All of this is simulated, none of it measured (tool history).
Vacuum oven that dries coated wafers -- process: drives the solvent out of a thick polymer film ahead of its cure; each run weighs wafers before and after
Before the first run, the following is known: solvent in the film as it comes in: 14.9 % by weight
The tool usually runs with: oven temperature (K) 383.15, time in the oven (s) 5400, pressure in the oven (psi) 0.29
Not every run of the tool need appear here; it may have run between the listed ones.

run 1 hour=0 | oven_temperature_(K)=383.15 time_in_the_oven_(s)=5400 pressure_in_the_oven_(psi)=0.29 | solvent_left_in_the_film_(%)=2.13
run 2 hour=108.9 | oven_temperature_(K)=383.15 time_in_the_oven_(s)=5400 pressure_in_the_oven_(psi)=0.973 | solvent_left_in_the_film_(%)=3.85
run 3 hour=206.8 | oven_temperature_(K)=383.15 time_in_the_oven_(s)=5340 pressure_in_the_oven_(psi)=0.973 | solvent_left_in_the_film_(%)=3.9
run 4 hour=307.4 | oven_temperature_(K)=383.15 time_in_the_oven_(s)=5400 pressure_in_the_oven_(psi)=0.29 | solvent_left_in_the_film_(%)=2.18
run 5 hour=379.1 | oven_temperature_(K)=376.15 time_in_the_oven_(s)=5400 pressure_in_the_oven_(psi)=0.29 | solvent_left_in_the_film_(%)=3.61
run 6 hour=446.8 | oven_temperature_(K)=383.15 time_in_the_oven_(s)=5400 pressure_in_the_oven_(psi)=0.29 | solvent_left_in_the_film_(%)=2.21
run 7 hour=550.6 | oven_temperature_(K)=383.15 time_in_the_oven_(s)=5400 pressure_in_the_oven_(psi)=0.29 | solvent_left_in_the_film_(%)=2.2
-- hour=579.7 oven's thermocouples calibrated
run 8 hour=605.7 | oven_temperature_(K)=383.15 time_in_the_oven_(s)=5400 pressure_in_the_oven_(psi)=0.29 | solvent_left_in_the_film_(%)=1.99
run 9 hour=716.7 | oven_temperature_(K)=383.15 time_in_the_oven_(s)=5400 pressure_in_the_oven_(psi)=0.29 | solvent_left_in_the_film_(%)=2.07
run 10 hour=769 | oven_temperature_(K)=383.15 time_in_the_oven_(s)=5400 pressure_in_the_oven_(psi)=0.29 | solvent_left_in_the_film_(%)=2.15
-- hour=778.7 vacuum gauge cleaned of residue and calibrated
run 11 hour=831.7 | oven_temperature_(K)=382.15 time_in_the_oven_(s)=5400 pressure_in_the_oven_(psi)=0.29 | solvent_left_in_the_film_(%)=2.38
run 12 hour=935.6 | oven_temperature_(K)=380.15 time_in_the_oven_(s)=5400 pressure_in_the_oven_(psi)=0.29 | solvent_left_in_the_film_(%)=2.74
run 13 hour=998.7 | oven_temperature_(K)=369.15 time_in_the_oven_(s)=3360 pressure_in_the_oven_(psi)=1.037 | solvent_left_in_the_film_(%)=9.2
run 14 hour=1094 | oven_temperature_(K)=377.15 time_in_the_oven_(s)=4320 pressure_in_the_oven_(psi)=0.16 | solvent_left_in_the_film_(%)=3.91
-- hour=1165.3 vacuum gauge cleaned of residue and calibrated, once more
run 15 hour=1194.1 | oven_temperature_(K)=377.15 time_in_the_oven_(s)=4320 pressure_in_the_oven_(psi)=0.16 | solvent_left_in_the_film_(%)=3.65
run 16 hour=1245.4 | oven_temperature_(K)=377.15 time_in_the_oven_(s)=4320 pressure_in_the_oven_(psi)=0.16 | solvent_left_in_the_film_(%)=3.66
run 17 hour=1328.3 | oven_temperature_(K)=381.15 time_in_the_oven_(s)=6660 pressure_in_the_oven_(psi)=0.177 | solvent_left_in_the_film_(%)=1.43
run 18 hour=1393.7 | oven_temperature_(K)=381.15 time_in_the_oven_(s)=6660 pressure_in_the_oven_(psi)=0.177 | solvent_left_in_the_film_(%)=1.43
run 19 hour=1442.2 | oven_temperature_(K)=381.15 time_in_the_oven_(s)=7260 pressure_in_the_oven_(psi)=0.76 | solvent_left_in_the_film_(%)=3.08
run 20 hour=1504.5 | oven_temperature_(K)=369.15 time_in_the_oven_(s)=5400 pressure_in_the_oven_(psi)=0.29 | solvent_left_in_the_film_(%)=5.26

Below are 3 alternative next runs, each starting from the tool's condition after run 20. Predict each:
run A hour=1615.7 | oven_temperature_(K)=383.15 time_in_the_oven_(s)=4740 pressure_in_the_oven_(psi)=0.29 | solvent_left_in_the_film_(%)=?
run B hour=1615.7 | oven_temperature_(K)=389.15 time_in_the_oven_(s)=8160 pressure_in_the_oven_(psi)=0.525 | solvent_left_in_the_film_(%)=?
run C hour=1615.7 | oven_temperature_(K)=375.15 time_in_the_oven_(s)=3300 pressure_in_the_oven_(psi)=0.29 | solvent_left_in_the_film_(%)=?

run=A solvent_left_in_the_film_(%)=2.45
run=B solvent_left_in_the_film_(%)=1.4
run=C solvent_left_in_the_film_(%)=5.49
Had the tool no hidden state, the same runs would have come out as:
run=A solvent_left_in_the_film_(%)=2.23
run=B solvent_left_in_the_film_(%)=1.31
run=C solvent_left_in_the_film_(%)=5.21

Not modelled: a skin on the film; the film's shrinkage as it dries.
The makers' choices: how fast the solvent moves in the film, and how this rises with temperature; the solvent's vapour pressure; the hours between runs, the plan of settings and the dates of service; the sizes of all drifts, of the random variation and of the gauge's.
